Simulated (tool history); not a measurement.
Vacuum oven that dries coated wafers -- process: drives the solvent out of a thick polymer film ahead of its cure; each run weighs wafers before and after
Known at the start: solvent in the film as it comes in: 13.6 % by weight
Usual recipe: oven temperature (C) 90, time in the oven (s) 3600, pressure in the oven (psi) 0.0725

{"run": 1, "day": 0.0, "oven temperature (C)": 90, "time in the oven (s)": 3600, "pressure in the oven (psi)": 0.0725, "solvent left in the film (%)": 0.79}
{"run": 2, "day": 1.621, "oven temperature (C)": 83, "time in the oven (s)": 3600, "pressure in the oven (psi)": 0.0725, "solvent left in the film (%)": 2.32}
{"run": 3, "day": 2.454, "oven temperature (C)": 83, "time in the oven (s)": 3600, "pressure in the oven (psi)": 0.0725, "solvent left in the film (%)": 2.34}
{"run": 4, "day": 3.496, "oven temperature (C)": 90, "time in the oven (s)": 3600, "pressure in the oven (psi)": 0.0725, "solvent left in the film (%)": 0.88}
{"run": 5, "day": 4.967, "oven temperature (C)": 89, "time in the oven (s)": 3600, "pressure in the oven (psi)": 0.0725, "solvent left in the film (%)": 0.98}
{"run": 6, "day": 6.95, "oven temperature (C)": 87, "time in the oven (s)": 3600, "pressure in the oven (psi)": 0.0725, "solvent left in the film (%)": 1.41}
{"run": 7, "day": 8.346, "oven temperature (C)": 90, "time in the oven (s)": 3600, "pressure in the oven (psi)": 0.0815, "solvent left in the film (%)": 0.88}
{"run": 8, "day": 9.592, "oven temperature (C)": 90, "time in the oven (s)": 3600, "pressure in the oven (psi)": 0.0815, "solvent left in the film (%)": 0.83}
{"run": 9, "day": 10.7, "oven temperature (C)": 90, "time in the oven (s)": 3600, "pressure in the oven (psi)": 0.0815, "solvent left in the film (%)": 0.95}
{"run": 10, "day": 12.512, "oven temperature (C)": 90, "time in the oven (s)": 5820, "pressure in the oven (psi)": 0.1002, "solvent left in the film (%)": 0.35}
{"run": 11, "day": 13.85, "oven temperature (C)": 90, "time in the oven (s)": 2580, "pressure in the oven (psi)": 0.1002, "solvent left in the film (%)": 1.71}
{"run": 12, "day": 15.258, "oven temperature (C)": 90, "time in the oven (s)": 2580, "pressure in the oven (psi)": 0.1002, "solvent left in the film (%)": 1.7}
{"run": 13, "day": 17.233, "oven temperature (C)": 90, "time in the oven (s)": 4500, "pressure in the oven (psi)": 0.1611, "solvent left in the film (%)": 0.67}
{"run": 14, "day": 18.121, "oven temperature (C)": 90, "time in the oven (s)": 2940, "pressure in the oven (psi)": 0.2097, "solvent left in the film (%)": 1.68}
{"run": 15, "day": 19.925, "oven temperature (C)": 90, "time in the oven (s)": 2940, "pressure in the oven (psi)": 0.2097, "solvent left in the film (%)": 1.63}
{"run": 16, "day": 21.862, "oven temperature (C)": 77, "time in the oven (s)": 2760, "pressure in the oven (psi)": 0.2144, "solvent left in the film (%)": 5.62}
{"run": 17, "day": 23.871, "oven temperature (C)": 77, "time in the oven (s)": 2760, "pressure in the oven (psi)": 0.2144, "solvent left in the film (%)": 5.6}

Forecast each of these 3 alternatives for the next run:
{"run": "A", "day": 25.683, "oven temperature (C)": 88, "time in the oven (s)": 5280, "pressure in the oven (psi)": 0.0972, "solvent left in the film (%)": "?"}
{"run": "B", "day": 25.683, "oven temperature (C)": 77, "time in the oven (s)": 2580, "pressure in the oven (psi)": 0.2144, "solvent left in the film (%)": "?"}
{"run": "C", "day": 25.683, "oven temperature (C)": 97, "time in the oven (s)": 1980, "pressure in the oven (psi)": 0.0725, "solvent left in the film (%)": "?"}

run=A solvent_left_in_the_film_(%)=0.67
run=B solvent_left_in_the_film_(%)=5.88
run=C solvent_left_in_the_film_(%)=0.91
Without the tool's unlogged condition, the same runs would have read:
run=A solvent_left_in_the_film_(%)=0.66
run=B solvent_left_in_the_film_(%)=5.87
run=C solvent_left_in_the_film_(%)=0.9
